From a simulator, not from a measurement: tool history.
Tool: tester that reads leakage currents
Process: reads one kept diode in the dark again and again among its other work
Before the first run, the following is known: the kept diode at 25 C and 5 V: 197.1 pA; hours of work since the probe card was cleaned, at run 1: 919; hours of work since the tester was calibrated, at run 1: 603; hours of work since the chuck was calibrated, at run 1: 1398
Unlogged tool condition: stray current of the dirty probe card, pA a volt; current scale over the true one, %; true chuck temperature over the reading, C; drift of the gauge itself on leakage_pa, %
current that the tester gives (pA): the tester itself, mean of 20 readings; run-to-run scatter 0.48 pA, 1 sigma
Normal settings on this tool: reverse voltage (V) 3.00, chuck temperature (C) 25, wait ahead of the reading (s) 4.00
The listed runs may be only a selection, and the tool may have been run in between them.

run,hour,reverse voltage (V),chuck temperature (C),wait ahead of the reading (s),hours of work since the probe card was cleaned,hours of work since the tester was calibrated,hours of work since the chuck was calibrated,current that the tester gives (pA)
1,0.0,3.00,25,4.00,919,603,1398,159.78
2,31.4,3.00,25,4.00,939,623,1418,159.81
3,63.7,3.00,25,4.00,960,643,1439,160.10
4,85.8,3.00,33,4.00,974,657,1453,332.45
5,111.9,3.00,33,4.00,991,674,1469,331.86
6,131.7,3.00,33,0.38,1003,687,1482,335.70
7,158.7,3.00,25,3.35,1020,704,1499,160.46
8,190.1,3.00,25,4.00,1040,724,1519,159.45
9,212.8,3.00,25,4.00,1055,738,1534,159.55
10,239.5,3.00,25,4.00,1072,755,1551,159.46
11,253.5,3.00,25,1.69,1081,764,1560,160.15
12,281.6,3.00,25,4.00,1099,782,1578,159.24
13,299.0,3.00,25,4.00,1110,793,1589,160.54
14,319.9,5.62,25,4.00,1123,807,1602,206.00
15,343.3,5.62,25,4.00,1138,822,1617,208.28
16,362.5,5.62,25,4.71,1150,834,1629,208.04
# hour 373.5: probe card cleaned and baked
17,392.9,3.00,25,4.00,12,851,1647,159.56
18,424.4,3.00,25,4.00,32,871,1667,160.02
19,450.1,3.00,25,4.00,49,888,1683,159.44
20,478.9,12.84,25,4.00,67,906,1701,291.34
21,506.1,1.07,32,1.43,85,923,1719,198.89
22,522.1,3.00,25,0.94,95,934,1729,159.61
23,535.8,5.48,25,1.13,104,942,1738,206.53
24,561.7,2.55,25,1.12,120,959,1754,149.16
25,576.3,1.45,38,3.71,129,968,1764,382.42
26,595.0,8.67,25,1.42,141,980,1776,247.99
27,625.4,1.79,42,3.36,161,1000,1795,590.91
28,656.6,1.79,42,3.36,181,1019,1815,590.00
# hour 685.3: chuck's temperature calibrated
29,685.3,1.79,42,3.36,198,1036,0,592.22
30,708.1,1.87,50,0.81,212,1051,15,1161.69
31,730.9,1.19,26,1.00,227,1066,29,119.72
32,748.7,9.60,33,4.00,238,1077,40,544.22
33,776.9,2.82,37,4.00,256,1095,58,464.24
34,791.1,3.07,31,4.00,265,1104,67,282.42
35,814.2,1.78,22,1.68,280,1119,82,96.93
36,841.3,3.00,25,3.44,297,1136,99,159.14
37,856.4,8.81,51,0.36,307,1146,109,2394.70
38,871.6,8.81,31,0.67,316,1155,119,437.50
39,887.8,1.54,49,0.50,327,1166,129,986.75
40,903.8,1.54,49,0.50,337,1176,139,992.99

Predict each of these 4 candidate next runs independently; none follows another, all start after run 40:
A,919.9,3.35,30,4.00,347,1186,150,?
B,919.9,18.92,30,4.00,347,1186,150,?
C,919.9,5.27,25,0.92,347,1186,150,?
D,919.9,3.58,49,0.50,347,1186,150,?

run,current that the tester gives (pA)
A,266.88
B,543.48
C,203.50
D,1402.86
Without the tool's unlogged condition, the same runs would have read:
run,current that the tester gives (pA)
A,266.90
B,543.47
C,203.50
D,1402.98

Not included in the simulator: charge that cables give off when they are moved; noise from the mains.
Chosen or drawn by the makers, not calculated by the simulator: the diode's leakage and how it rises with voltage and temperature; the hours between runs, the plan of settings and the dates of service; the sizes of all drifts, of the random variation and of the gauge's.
